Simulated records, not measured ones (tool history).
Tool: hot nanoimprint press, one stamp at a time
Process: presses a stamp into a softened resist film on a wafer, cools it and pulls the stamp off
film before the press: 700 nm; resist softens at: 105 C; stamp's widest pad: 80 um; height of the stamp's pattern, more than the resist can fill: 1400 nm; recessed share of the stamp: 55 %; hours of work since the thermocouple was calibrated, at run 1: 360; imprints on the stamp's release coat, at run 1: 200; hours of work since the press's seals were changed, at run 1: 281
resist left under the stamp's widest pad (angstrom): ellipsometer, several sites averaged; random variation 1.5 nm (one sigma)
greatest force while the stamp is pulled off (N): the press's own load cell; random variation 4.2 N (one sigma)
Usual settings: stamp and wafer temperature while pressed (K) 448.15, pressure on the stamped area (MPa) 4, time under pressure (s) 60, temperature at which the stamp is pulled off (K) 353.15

run   hour  stamp and wafer temperature while pressed (K)  pressure on the stamped area (MPa)  time under pressure (s)  temperature at which the stamp is pulled off (K)  hours of work since the thermocouple was calibrated  imprints on the stamp's release coat  hours of work since the press's seals were changed  resist left under the stamp's widest pad (angstrom)  greatest force while the stamp is pulled off (N)
  1      0                                         448.15                                   4                       60                                            353.15                                                  360                                   200                                                 281                                                 4262                                               216
      19.3  -- plate thermocouple calibrated
  2   22.9                                         448.15                                   4                       60                                            353.15                                                    2                                   284                                                 294                                                 4301                                               222
  3   36.1                                         457.15                                   4                       60                                            353.15                                                   11                                   339                                                 303                                                 2861                                               221
  4   58.1                                         457.15                                   4                       60                                            353.15                                                   26                                   432                                                 318                                                 2875                                               227
  5   70.8                                         457.15                                   4                       60                                            353.15                                                   34                                   485                                                 326                                                 2910                                               231
  6   85.2                                         457.15                                   4                       59                                            353.15                                                   44                                   546                                                 336                                                 2919                                               240
  7  106.6                                         448.15                                   4                       60                                            351.15                                                   58                                   636                                                 350                                                 4333                                               250
  8  122.2                                         455.15                                   4                       60                                            351.15                                                   68                                   702                                                 360                                                 3171                                               262
  9  148.2                                         448.15                                   4                       60                                            340.15                                                   85                                   811                                                 377                                                 4342                                               300
       171  -- plate thermocouple calibrated, once more
 10  177.3                                         448.15                                   4                       60                                            340.15                                                    4                                   921                                                 395                                                 4232                                               324
 11  198.4                                         448.15                                   4                       58                                            353.15                                                   18                                  1010                                                 409                                                 4272                                               264
 12    226                                         448.15                                   4                       58                                            353.15                                                   36                                  1126                                                 427                                                 4309                                               258
 13  239.9                                         448.15                                   4                       58                                            353.15                                                   46                                  1185                                                 436                                                 4309                                               259
 14  262.7                                         448.15                                   4                       60                                            343.15                                                   61                                  1281                                                 451                                                 4281                                               319
     274.3  -- stamp cleaned and given a new release coat
 15  284.7                                         448.15                                   4                       60                                            343.15                                                   71                                    44                                                 462                                                 4289                                               243
 16  308.4                                         448.15                                   4                       60                                            343.15                                                   87                                   144                                                 477                                                 4270                                               264
 17  335.6                                         448.15                                   4                       60                                            343.15                                                  105                                   258                                                 495                                                 4306                                               255
 18    356                                         448.15                                2.85                       60                                            341.15                                                  119                                   344                                                 509                                                 4800                                               276
 19  374.9                                         444.15                                4.59                       98                                            349.15                                                  131                                   424                                                 521                                                 4224                                               242
 20    388                                         448.15                                4.31                       80                                            353.15                                                  140                                   479                                                 530                                                 3832                                               228
 21  404.4                                         453.15                                4.19                       31                                            339.15                                                  151                                   548                                                 541                                                 4244                                               291
 22  421.1                                         443.15                                4.19                       78                                            339.15                                                  162                                   619                                                 552                                                 4816                                               311
 23  439.9                                         443.15                                4.19                       78                                            339.15                                                  174                                   698                                                 565                                                 4818                                               299
 24  458.5                                         443.15                                4.19                       78                                            339.15                                                  186                                   776                                                 577                                                 4803                                               304
 25  485.8                                         449.15                                5.96                       78                                            339.15                                                  204                                   891                                                 595                                                 3232                                               320
 26  505.3                                         449.15                                5.52                       78                                            339.15                                                  217                                   973                                                 608                                                 3354                                               322
 27  525.7                                         449.15                                5.52                       78                                            339.15                                                  231                                  1059                                                 621                                                 3352                                               328
 28  545.3                                         456.15                                   4                       60                                            356.15                                                  244                                  1141                                                 634                                                 3055                                               253
 29  562.2                                         456.15                                   4                       60                                            356.15                                                  255                                  1212                                                 645                                                 3058                                               244

Hidden state or all else? Some run-to-run changes of resist left under the stamp's widest pad (angstrom), split into what the settings, what came in and random variation would give without the hidden state, and what is left for the hidden state (with any gauge scatter that isn't in both results):
The hidden state here: true temperature over the reading, C; pressure that arrives at the usual setting, %; grip of the stamp's worn release coat, % over a new coat's; drift of the gauge itself on residual_nm, %; drift of the gauge itself on pull_off_n, %.
Run 2 -> 3: stamp and wafer temperature while pressed (K) 448.15 -> 457.15. resist left under the stamp's widest pad (angstrom) -1440: hidden state -30, all else -1410.
Run 9 -> 10: plate thermocouple calibrated, once more. resist left under the stamp's widest pad (angstrom) -110: hidden state -92, all else -18.
Run 18 -> 19: stamp and wafer temperature while pressed (K) 448.15 -> 444.15, pressure on the stamped area (MPa) 2.85 -> 4.59, time under pressure (s) 60 -> 98, temperature at which the stamp is pulled off (K) 341.15 -> 349.15. resist left under the stamp's widest pad (angstrom) -576: hidden state +51, all else -627.
Run 24 -> 25: stamp and wafer temperature while pressed (K) 443.15 -> 449.15, pressure on the stamped area (MPa) 4.19 -> 5.96. resist left under the stamp's widest pad (angstrom) -1571: hidden state +30, all else -1601.

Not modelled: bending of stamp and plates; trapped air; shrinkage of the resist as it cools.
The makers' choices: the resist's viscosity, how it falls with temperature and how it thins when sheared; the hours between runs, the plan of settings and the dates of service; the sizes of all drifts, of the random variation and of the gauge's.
